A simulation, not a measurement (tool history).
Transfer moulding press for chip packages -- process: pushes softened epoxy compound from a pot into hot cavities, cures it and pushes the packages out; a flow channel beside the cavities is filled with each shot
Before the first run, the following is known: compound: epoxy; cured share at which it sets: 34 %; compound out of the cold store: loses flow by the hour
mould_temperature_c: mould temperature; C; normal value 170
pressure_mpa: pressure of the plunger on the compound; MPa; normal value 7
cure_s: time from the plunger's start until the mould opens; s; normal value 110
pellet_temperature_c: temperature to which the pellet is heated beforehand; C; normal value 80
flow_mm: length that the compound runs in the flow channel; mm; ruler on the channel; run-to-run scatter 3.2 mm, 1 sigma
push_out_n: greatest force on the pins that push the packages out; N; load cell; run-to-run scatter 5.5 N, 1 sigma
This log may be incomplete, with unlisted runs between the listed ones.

run  hour  mould_temperature_c  pressure_mpa  cure_s  pellet_temperature_c  incoming compound's hours out of the cold store  flow_mm  push_out_n
  1     0                  170             7     110                    80                                             12.9      877         215
  2   8.3                  170          5.92     110                    80                                             30.5      721         231
  3  19.3                  170          5.92     110                    80                                             28.4      720         258
  4  29.8                  170          5.92     110                    80                                             14.5      798         282
  5    42                  170          5.92     110                    80                                             10.2      816         320
  6  52.1                  170          5.92     110                    80                                               12      813         315
  7  64.7                  170          5.69      96                    86                                             43.8      637         350
  8  76.9                  170          5.69      96                    86                                             34.3      679         381
  9  86.2                  170          5.69      96                    86                                               24      724         413
 10  92.8                  162             7     110                    86                                             39.1      748         483
 11  98.6                  162             7     110                    86                                             34.7      768         503

Branching from run 11: 4 alternative next runs. What would each branch give?
     101.2  -- cavities cleaned with cleaning compound and waxed
  A  111.5                  168             7     110                    80                                             27.5        ?           ?
     101.2  -- cavities cleaned with cleaning compound and waxed
  B  111.5                  170             7     110                    88                                             17.3        ?           ?
     101.2  -- cavities cleaned with cleaning compound and waxed
  C  111.5                  162             7     110                    73                                             35.7        ?           ?
     101.2  -- cavities cleaned with cleaning compound and waxed
  D  111.5                  162          6.07     110                    86                                             38.1        ?           ?

run  flow_mm  push_out_n
  A      789         236
  B      833         222
  C      764         326
  D      698         329
Without the tool's unlogged condition, the same runs would have read:
run  flow_mm  push_out_n
  A      815         205
  B      860         193
  C      790         285
  D      721         288
